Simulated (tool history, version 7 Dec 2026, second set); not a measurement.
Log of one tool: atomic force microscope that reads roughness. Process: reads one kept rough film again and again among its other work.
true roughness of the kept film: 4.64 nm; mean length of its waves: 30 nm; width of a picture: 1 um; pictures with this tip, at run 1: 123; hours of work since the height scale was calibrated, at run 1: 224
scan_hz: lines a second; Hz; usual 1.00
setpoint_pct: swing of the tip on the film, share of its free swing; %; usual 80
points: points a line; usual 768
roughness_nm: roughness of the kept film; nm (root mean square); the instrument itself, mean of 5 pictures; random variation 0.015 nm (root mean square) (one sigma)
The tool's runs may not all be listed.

run	hour	scan_hz	setpoint_pct	points	pictures with this tip	hours of work since the height scale was calibrated	roughness_nm
1	0.0	1.00	80	768	123	224	3.394
2	7.6	1.00	80	768	135	229	3.368
3	16.3	1.00	80	768	150	235	3.331
4	27.6	1.00	55	768	169	242	3.546
5	33.4	1.00	55	768	178	246	3.522
6	44.6	1.00	55	768	197	253	3.508
7	55.5	1.00	80	807	215	260	3.203
8	61.8	1.00	80	768	225	265	3.166
9	66.7	1.00	80	786	233	268	3.183
10	75.0	1.00	80	786	247	273	3.140
11	81.5	1.00	80	786	258	278	3.119
12	88.6	3.21	88	467	270	282	2.315
13	95.0	2.64	88	979	280	286	2.432
14	103.1	1.59	58	348	294	292	3.229
15	111.8	1.59	58	348	308	297	3.205
16	121.8	1.26	80	914	325	304	2.950

The next listed run, before its measurement:
17	131.3	1.26	80	914	340	310	?

Run 17 gave roughness_nm 2.932 nm (root mean square).
Without the tool's hidden state the same run would have given roughness_nm 3.588 nm (root mean square).
